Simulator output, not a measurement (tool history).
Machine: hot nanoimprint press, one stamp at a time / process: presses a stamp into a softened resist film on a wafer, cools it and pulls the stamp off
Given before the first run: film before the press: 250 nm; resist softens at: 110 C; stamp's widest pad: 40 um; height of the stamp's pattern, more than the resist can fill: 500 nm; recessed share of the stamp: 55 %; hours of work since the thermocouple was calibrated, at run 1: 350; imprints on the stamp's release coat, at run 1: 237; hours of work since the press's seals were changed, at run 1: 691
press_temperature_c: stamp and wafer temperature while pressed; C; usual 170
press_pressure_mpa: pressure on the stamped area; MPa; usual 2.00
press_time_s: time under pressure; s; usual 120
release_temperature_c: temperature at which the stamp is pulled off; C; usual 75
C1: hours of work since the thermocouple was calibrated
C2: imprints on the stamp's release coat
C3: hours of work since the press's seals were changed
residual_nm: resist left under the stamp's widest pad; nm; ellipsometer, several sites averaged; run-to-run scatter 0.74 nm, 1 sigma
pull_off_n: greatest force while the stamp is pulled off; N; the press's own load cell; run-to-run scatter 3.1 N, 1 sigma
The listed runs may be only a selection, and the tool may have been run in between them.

Run 1, hour 0.0: usual settings; C1 350; C2 237; C3 691. Result: residual_nm 101.1 nm, pull_off_n 153 N.
Run 2, hour 47.8: usual settings but press_temperature_c 169 C; C1 370; C2 371; C3 711. Result: residual_nm 105.9 nm, pull_off_n 165 N.
Run 3, hour 120.9: usual settings but press_temperature_c 169 C; C1 400; C2 577; C3 741. Result: residual_nm 107.7 nm, pull_off_n 172 N.
Run 4, hour 161.5: usual settings; C1 417; C2 691; C3 758. Result: residual_nm 100.9 nm, pull_off_n 169 N.
Run 5, hour 209.9: usual settings; C1 437; C2 827; C3 778. Result: residual_nm 102.6 nm, pull_off_n 179 N.
Run 6, hour 270.2: usual settings; C1 462; C2 996; C3 803. Result: residual_nm 103.7 nm, pull_off_n 185 N.
Run 7, hour 311.9: usual settings; C1 479; C2 1114; C3 821. Result: residual_nm 105.8 nm, pull_off_n 185 N.
Run 8, hour 352.2: usual settings but press_temperature_c 166 C, press_pressure_mpa 1.39 MPa, press_time_s 115 s; C1 496; C2 1227; C3 837. Result: residual_nm 150.3 nm, pull_off_n 187 N.
At hour 414.6: plate thermocouple calibrated.
Run 9, hour 440.6: usual settings but press_temperature_c 166 C, press_pressure_mpa 1.39 MPa, press_time_s 115 s; C1 11; C2 1467; C3 873. Result: residual_nm 134.5 nm, pull_off_n 196 N.
Run 10, hour 499.4: usual settings but press_temperature_c 178 C, press_pressure_mpa 2.61 MPa, press_time_s 174 s, release_temperature_c 70 C; C1 35; C2 1632; C3 897. Result: residual_nm 49.9 nm, pull_off_n 219 N.
Run 11, hour 537.1: usual settings but press_pressure_mpa 1.47 MPa, press_time_s 90 s; C1 51; C2 1738; C3 913. Result: residual_nm 123.1 nm, pull_off_n 190 N.
Run 12, hour 572.1: usual settings but press_pressure_mpa 2.59 MPa, press_time_s 202 s; C1 65; C2 1837; C3 928. Result: residual_nm 69.1 nm, pull_off_n 203 N.
At hour 624.1: stamp cleaned and given a new release coat.
Run 13, hour 654.6: usual settings but press_pressure_mpa 2.59 MPa, press_time_s 202 s; C1 97; C2 86; C3 959. Result: residual_nm 70.5 nm, pull_off_n 157 N.

What if the next run were any one of these 4? Each begins from the tool's condition after run 13:
Run A, hour 701.9: usual settings but press_pressure_mpa 2.53 MPa, press_time_s 143 s, release_temperature_c 71 C; C1 117; C2 219; C3 979. Result: residual_nm ?, pull_off_n ?.
Run B, hour 701.9: usual settings but press_temperature_c 159 C, press_pressure_mpa 2.06 MPa, release_temperature_c 81 C; C1 117; C2 219; C3 979. Result: residual_nm ?, pull_off_n ?.
Run C, hour 701.9: usual settings but press_temperature_c 171 C, press_pressure_mpa 1.69 MPa, release_temperature_c 64 C; C1 117; C2 219; C3 979. Result: residual_nm ?, pull_off_n ?.
Run D, hour 701.9: usual settings but press_pressure_mpa 2.46 MPa, press_time_s 221 s, release_temperature_c 74 C; C1 117; C2 219; C3 979. Result: residual_nm ?, pull_off_n ?.

run  residual_nm  pull_off_n
  A         80.9         176
  B        157.1         132
  C        100.8         188
  D         69.2         161
Had the tool no hidden state, the same runs would have come out as:
run  residual_nm  pull_off_n
  A         75.7         167
  B        149.8         125
  C         95.9         179
  D         64.8         153
